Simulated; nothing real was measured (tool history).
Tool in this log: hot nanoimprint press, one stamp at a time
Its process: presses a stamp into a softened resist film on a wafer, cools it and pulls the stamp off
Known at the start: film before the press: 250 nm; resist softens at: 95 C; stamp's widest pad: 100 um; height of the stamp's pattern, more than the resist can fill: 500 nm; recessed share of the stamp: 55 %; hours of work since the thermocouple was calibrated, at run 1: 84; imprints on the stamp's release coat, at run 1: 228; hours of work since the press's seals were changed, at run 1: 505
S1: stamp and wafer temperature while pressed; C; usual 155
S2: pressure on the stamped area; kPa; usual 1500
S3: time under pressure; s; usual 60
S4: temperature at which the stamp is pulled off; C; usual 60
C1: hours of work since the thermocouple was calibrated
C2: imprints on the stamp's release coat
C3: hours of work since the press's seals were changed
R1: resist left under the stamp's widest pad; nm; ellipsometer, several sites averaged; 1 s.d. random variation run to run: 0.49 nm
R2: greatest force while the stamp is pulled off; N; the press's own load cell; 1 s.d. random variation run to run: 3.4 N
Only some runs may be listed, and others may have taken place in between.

{"run": 1, "hour": 0.0, "S1": 155, "S2": 1500, "S3": 60, "S4": 60, "C1": 84, "C2": 228, "C3": 505, "R1": 93.7, "R2": 162}
{"run": 2, "hour": 17.3, "S1": 155, "S2": 940, "S3": 60, "S4": 60, "C1": 93, "C2": 270, "C3": 513, "R1": 114.9, "R2": 164}
{"run": 3, "hour": 48.2, "S1": 160, "S2": 1500, "S3": 60, "S4": 60, "C1": 108, "C2": 345, "C3": 528, "R1": 66.9, "R2": 164}
{"run": 4, "hour": 73.5, "S1": 160, "S2": 1500, "S3": 60, "S4": 60, "C1": 120, "C2": 406, "C3": 541, "R1": 67.8, "R2": 160}
{"run": 5, "hour": 94.9, "S1": 160, "S2": 1200, "S3": 60, "S4": 60, "C1": 131, "C2": 458, "C3": 551, "R1": 74.4, "R2": 156}
{"run": 6, "hour": 121.6, "S1": 160, "S2": 1200, "S3": 60, "S4": 60, "C1": 144, "C2": 523, "C3": 564, "R1": 74.4, "R2": 165}
{"run": 7, "hour": 135.1, "S1": 160, "S2": 1200, "S3": 60, "S4": 60, "C1": 150, "C2": 555, "C3": 571, "R1": 75.2, "R2": 157}
{"run": 8, "hour": 160.7, "S1": 160, "S2": 1200, "S3": 59, "S4": 60, "C1": 163, "C2": 617, "C3": 583, "R1": 74.5, "R2": 162}
{"run": 9, "hour": 175.8, "S1": 155, "S2": 1500, "S3": 60, "S4": 60, "C1": 170, "C2": 654, "C3": 591, "R1": 94.7, "R2": 164}
{"run": 10, "hour": 200.8, "S1": 155, "S2": 1500, "S3": 60, "S4": 60, "C1": 183, "C2": 714, "C3": 603, "R1": 94.1, "R2": 165}
{"run": 11, "hour": 218.1, "S1": 155, "S2": 1520, "S3": 60, "S4": 60, "C1": 191, "C2": 756, "C3": 612, "R1": 94.1, "R2": 164}
{"run": 12, "hour": 231.9, "S1": 155, "S2": 1520, "S3": 60, "S4": 60, "C1": 198, "C2": 790, "C3": 618, "R1": 94.1, "R2": 158}
{"run": 13, "hour": 252.9, "S1": 155, "S2": 1500, "S3": 60, "S4": 60, "C1": 208, "C2": 841, "C3": 629, "R1": 94.6, "R2": 161}
{"run": 14, "hour": 273.8, "S1": 155, "S2": 1500, "S3": 60, "S4": 60, "C1": 218, "C2": 891, "C3": 639, "R1": 95.7, "R2": 163}
{"run": 15, "hour": 292.2, "S1": 155, "S2": 1500, "S3": 60, "S4": 60, "C1": 227, "C2": 936, "C3": 648, "R1": 94.6, "R2": 166}
{"run": 16, "hour": 317.2, "S1": 155, "S2": 1320, "S3": 60, "S4": 57, "C1": 240, "C2": 996, "C3": 660, "R1": 98.3, "R2": 169}
{"run": 17, "hour": 333.4, "S1": 155, "S2": 1320, "S3": 96, "S4": 61, "C1": 247, "C2": 1036, "C3": 668, "R1": 83.0, "R2": 162}
{"run": 18, "hour": 358.2, "S1": 160, "S2": 1320, "S3": 103, "S4": 48, "C1": 260, "C2": 1096, "C3": 680, "R1": 55.4, "R2": 173}
{"hour": 391.6, "done": "stamp cleaned and given a new release coat"}
{"run": 19, "hour": 391.7, "S1": 165, "S2": 1320, "S3": 86, "S4": 48, "C1": 273, "C2": 0, "C3": 694, "R1": 43.8, "R2": 172}
{"run": 20, "hour": 408.7, "S1": 155, "S2": 1500, "S3": 60, "S4": 64, "C1": 281, "C2": 41, "C3": 702, "R1": 94.6, "R2": 164}
{"run": 21, "hour": 426.2, "S1": 155, "S2": 1500, "S3": 88, "S4": 56, "C1": 290, "C2": 84, "C3": 711, "R1": 80.5, "R2": 166}
{"run": 22, "hour": 451.1, "S1": 152, "S2": 1550, "S3": 36, "S4": 60, "C1": 302, "C2": 144, "C3": 723, "R1": 138.0, "R2": 161}
{"run": 23, "hour": 480.3, "S1": 152, "S2": 1550, "S3": 36, "S4": 60, "C1": 317, "C2": 215, "C3": 737, "R1": 138.5, "R2": 158}
{"hour": 511.9, "done": "press's hydraulic seals changed and the load cell set to zero"}
{"run": 24, "hour": 516.0, "S1": 150, "S2": 930, "S3": 60, "S4": 48, "C1": 330, "C2": 282, "C3": 2, "R1": 155.1, "R2": 175}
{"run": 25, "hour": 544.5, "S1": 159, "S2": 990, "S3": 56, "S4": 49, "C1": 344, "C2": 351, "C3": 16, "R1": 89.3, "R2": 175}
{"run": 26, "hour": 557.8, "S1": 155, "S2": 1500, "S3": 40, "S4": 48, "C1": 351, "C2": 383, "C3": 22, "R1": 111.4, "R2": 171}
{"run": 27, "hour": 572.6, "S1": 155, "S2": 1500, "S3": 40, "S4": 48, "C1": 358, "C2": 419, "C3": 30, "R1": 110.7, "R2": 169}
{"run": 28, "hour": 585.2, "S1": 155, "S2": 1500, "S3": 40, "S4": 48, "C1": 364, "C2": 449, "C3": 36, "R1": 111.8, "R2": 177}
{"run": 29, "hour": 606.0, "S1": 154, "S2": 1500, "S3": 60, "S4": 60, "C1": 374, "C2": 500, "C3": 46, "R1": 101.6, "R2": 159}
{"run": 30, "hour": 620.5, "S1": 155, "S2": 1500, "S3": 60, "S4": 60, "C1": 381, "C2": 535, "C3": 53, "R1": 94.3, "R2": 162}

Hidden state at the last listed run before each entry between runs and at the first one after, where it differs:
After run 18, before run 19: stamp cleaned and given a new release coat (hour 391.6)
  pressure that arrives at the usual setting, %: 99.94 -> 99.93; grip of the stamp's worn release coat, % over a new coat's: 1.9 -> 0
After run 23, before run 24: press's hydraulic seals changed and the load cell set to zero (hour 511.9)
  pressure that arrives at the usual setting, %: 99.93 -> 100; grip of the stamp's worn release coat, % over a new coat's: 0.3 -> 0.5
